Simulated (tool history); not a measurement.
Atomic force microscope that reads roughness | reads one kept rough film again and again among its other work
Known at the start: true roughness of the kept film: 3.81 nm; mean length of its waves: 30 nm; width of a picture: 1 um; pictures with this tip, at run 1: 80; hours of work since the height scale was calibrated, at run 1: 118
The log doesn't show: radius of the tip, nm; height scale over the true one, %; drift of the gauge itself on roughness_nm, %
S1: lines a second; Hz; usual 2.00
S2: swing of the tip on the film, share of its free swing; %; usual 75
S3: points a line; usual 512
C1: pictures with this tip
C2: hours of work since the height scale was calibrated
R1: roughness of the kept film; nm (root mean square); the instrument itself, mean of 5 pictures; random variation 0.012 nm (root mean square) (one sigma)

| run | day | S1 | S2 | S3 | C1 | C2 | R1 |
|---|---|---|---|---|---|---|---|
| 1 | 0.000 | 2.00 | 75 | 512 | 80 | 118 | 2.641 |
| 2 | 0.267 | 2.00 | 75 | 512 | 88 | 121 | 2.620 |
| 3 | 0.546 | 2.00 | 75 | 512 | 97 | 124 | 2.606 |
| 4 | 0.762 | 2.00 | 75 | 512 | 104 | 127 | 2.584 |
| 5 | 1.042 | 2.00 | 79 | 512 | 112 | 131 | 2.477 |
| 6 | 1.438 | 2.00 | 79 | 512 | 124 | 136 | 2.465 |
| 7 | 1.808 | 2.00 | 79 | 512 | 136 | 140 | 2.435 |
| 8 | 2.067 | 2.00 | 79 | 512 | 144 | 144 | 2.435 |
| 9 | 2.300 | 2.00 | 79 | 512 | 151 | 147 | 2.434 |
| 10 | 2.650 | 2.00 | 79 | 421 | 162 | 151 | 2.400 |
| 11 | 2.842 | 0.58 | 72 | 627 | 168 | 153 | 2.741 |
| 12 | 3.254 | 0.63 | 70 | 517 | 181 | 159 | 2.698 |
| 13 | 3.479 | 1.83 | 72 | 512 | 187 | 161 | 2.471 |
| 14 | 3.700 | 0.83 | 72 | 764 | 194 | 164 | 2.626 |
| 15 | 3.900 | 0.83 | 72 | 764 | 201 | 167 | 2.613 |
| 16 | 4.162 | 3.49 | 75 | 348 | 209 | 170 | 2.138 |
| 17 | 4.346 | 2.64 | 75 | 734 | 214 | 172 | 2.284 |
| 18 | 4.579 | 0.72 | 76 | 370 | 222 | 175 | 2.561 |
| 19 | 5.004 | 0.74 | 73 | 574 | 235 | 181 | 2.575 |

Forecast each of these 3 alternatives for the next run:
| A | 5.192 | 0.76 | 85 | 279 | 240 | 183 | ? |
| B | 5.192 | 2.00 | 58 | 659 | 240 | 183 | ? |
| C | 5.192 | 1.38 | 55 | 304 | 240 | 183 | ? |

| run | R1 |
|---|---|
| A | 2.420 |
| B | 2.537 |
| C | 2.581 |
Without the tool's hidden state the same runs would have given:
| run | R1 |
|---|---|
| A | 2.941 |
| B | 3.085 |
| C | 3.138 |
